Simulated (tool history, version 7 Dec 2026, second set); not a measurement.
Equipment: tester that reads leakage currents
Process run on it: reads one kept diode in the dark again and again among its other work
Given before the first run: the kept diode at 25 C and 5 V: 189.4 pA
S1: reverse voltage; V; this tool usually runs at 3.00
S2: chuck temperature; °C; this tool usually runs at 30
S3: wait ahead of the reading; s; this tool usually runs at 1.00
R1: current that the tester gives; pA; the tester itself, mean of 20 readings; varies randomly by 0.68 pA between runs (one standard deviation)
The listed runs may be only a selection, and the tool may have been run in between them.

run,hour,S1,S2,S3,R1
1,0.0,3.00,30,1.00,228.00
2,88.2,3.00,33,1.00,292.11
# hour 103.3: probe card cleaned and baked
3,216.0,3.00,33,1.00,280.58
4,348.5,3.00,30,5.39,209.58
5,493.4,1.34,30,5.39,132.06
6,628.0,1.34,26,5.39,89.04
# hour 719.8: chuck's temperature calibrated
7,723.5,1.34,26,5.39,99.74
8,809.9,3.41,26,5.39,164.89
9,953.4,11.71,30,1.00,455.86

What will run 10 give?
10,1055.6,2.41,58,1.00,?

Run 10 measured R1 1891.01 pA.
With the hidden condition absent and the run-to-run variation left alone, this run would have shown R1 2010.59 pA.
